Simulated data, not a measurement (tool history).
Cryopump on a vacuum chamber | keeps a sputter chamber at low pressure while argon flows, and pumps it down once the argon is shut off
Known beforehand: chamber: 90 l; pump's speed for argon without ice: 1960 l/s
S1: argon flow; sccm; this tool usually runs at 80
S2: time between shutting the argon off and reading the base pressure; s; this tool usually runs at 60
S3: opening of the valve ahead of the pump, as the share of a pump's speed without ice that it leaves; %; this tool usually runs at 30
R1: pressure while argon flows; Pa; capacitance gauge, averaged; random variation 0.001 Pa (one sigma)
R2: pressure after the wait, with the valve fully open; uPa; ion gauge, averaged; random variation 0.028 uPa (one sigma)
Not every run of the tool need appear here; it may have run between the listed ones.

Run 1, day 0: usual settings. Result: R1 0.2343 Pa, R2 1.95 uPa.
Run 2, day 0.675: usual settings. Result: R1 0.2356 Pa, R2 1.94 uPa.
Run 3, day 1.525: usual settings. Result: R1 0.2345 Pa, R2 1.98 uPa.
Run 4, day 2.5: usual settings but S2 27 s. Result: R1 0.2367 Pa, R2 3.41 uPa.
Run 5, day 3.112: usual settings but S2 27 s. Result: R1 0.2366 Pa, R2 3.39 uPa.
Run 6, day 3.542: usual settings but S2 27 s. Result: R1 0.2361 Pa, R2 3.5 uPa.
Run 7, day 4.254: usual settings but S3 17 %. Result: R1 0.4129 Pa, R2 2 uPa.
Run 8, day 4.7: usual settings but S3 17 %. Result: R1 0.4121 Pa, R2 2.02 uPa.
Run 9, day 5.217: usual settings. Result: R1 0.2373 Pa, R2 1.99 uPa.
Run 10, day 6.054: usual settings but S1 109 sccm. Result: R1 0.3266 Pa, R2 2.04 uPa.
Run 11, day 6.812: usual settings but S1 109 sccm. Result: R1 0.326 Pa, R2 2.02 uPa.
Run 12, day 7.608: usual settings. Result: R1 0.2408 Pa, R2 2.12 uPa.
Run 13, day 8.375: usual settings but S2 58 s. Result: R1 0.2415 Pa, R2 2.14 uPa.
Run 14, day 9.188: usual settings but S2 58 s. Result: R1 0.2405 Pa, R2 2.15 uPa.
Run 15, day 10.171: usual settings but S2 58 s. Result: R1 0.2436 Pa, R2 2.13 uPa.
Run 16, day 10.967: usual settings but S2 58 s. Result: R1 0.2426 Pa, R2 2.18 uPa.
Run 17, day 11.854: usual settings but S2 58 s. Result: R1 0.244 Pa, R2 2.25 uPa.
Run 18, day 12.388: usual settings but S1 90 sccm, S3 54 %. Result: R1 0.1602 Pa, R2 2.2 uPa.
Run 19, day 13.283: usual settings but S1 90 sccm, S3 37 %. Result: R1 0.2272 Pa, R2 2.18 uPa.
Run 20, day 14.117: usual settings but S1 34 sccm, S3 28 %. Result: R1 0.1122 Pa, R2 2.17 uPa.
Run 21, day 14.842: usual settings but S1 104 sccm, S2 87 s, S3 18 %. Result: R1 0.5152 Pa, R2 1.85 uPa.
Run 22, day 15.8: usual settings but S1 91 sccm, S2 211 s, S3 48 %. Result: R1 0.181 Pa, R2 1.36 uPa.
Run 23, day 16.717: usual settings but S1 91 sccm, S2 211 s, S3 48 %. Result: R1 0.1829 Pa, R2 1.44 uPa.
Run 24, day 17.579: usual settings but S2 49 s, S3 34 %. Result: R1 0.2213 Pa, R2 2.61 uPa.
Run 25, day 18.529: usual settings but S1 38 sccm, S3 18 %. Result: R1 0.1902 Pa, R2 2.3 uPa.
Run 26, day 19.421: usual settings but S1 36 sccm, S3 39 %. Result: R1 0.0887 Pa, R2 2.3 uPa.
Run 27, day 20.388: usual settings but S1 76 sccm, S2 47 s, S3 39 %. Result: R1 0.1863 Pa, R2 2.68 uPa.
Run 28, day 20.862: usual settings but S1 35 sccm, S2 31 s, S3 59 %. Result: R1 0.0599 Pa, R2 3.58 uPa.
Run 29, day 21.442: usual settings but S1 35 sccm, S2 31 s, S3 59 %. Result: R1 0.0606 Pa, R2 3.51 uPa.
Run 30, day 22.225: usual settings but S1 68 sccm, S2 159 s, S3 19 %. Result: R1 0.3241 Pa, R2 1.69 uPa.
Run 31, day 22.654: usual settings but S2 120 s. Result: R1 0.2539 Pa, R2 1.81 uPa.
Run 32, day 23.612: usual settings but S3 17 %. Result: R1 0.4294 Pa, R2 2.43 uPa.
Run 33, day 24.604: usual settings but S3 17 %. Result: R1 0.4349 Pa, R2 2.47 uPa.
Run 34, day 25.15: usual settings but S1 139 sccm, S2 52 s, S3 38 %. Result: R1 0.3608 Pa, R2 2.69 uPa.

Branching from run 34: 4 alternative next runs. What would each branch give?
Run A, day 25.55: usual settings but S1 139 sccm, S2 52 s. Result: R1 ?, R2 ?.
Run B, day 25.55: usual settings but S1 66 sccm, S2 25 s, S3 26 %. Result: R1 ?, R2 ?.
Run C, day 25.55: usual settings but S2 42 s, S3 23 %. Result: R1 ?, R2 ?.
Run D, day 25.55: usual settings but S1 66 sccm. Result: R1 ?, R2 ?.

run      R1    R2
  A  0.4412  2.74
  B  0.2413  4.24
  C  0.3257  3.01
  D   0.211  2.52
Stripped of hidden state, with their random variation kept, the same runs would have yielded:
run      R1    R2
  A  0.3964  1.56
  B  0.2197  3.06
  C  0.2998  1.84
  D  0.1897  1.36

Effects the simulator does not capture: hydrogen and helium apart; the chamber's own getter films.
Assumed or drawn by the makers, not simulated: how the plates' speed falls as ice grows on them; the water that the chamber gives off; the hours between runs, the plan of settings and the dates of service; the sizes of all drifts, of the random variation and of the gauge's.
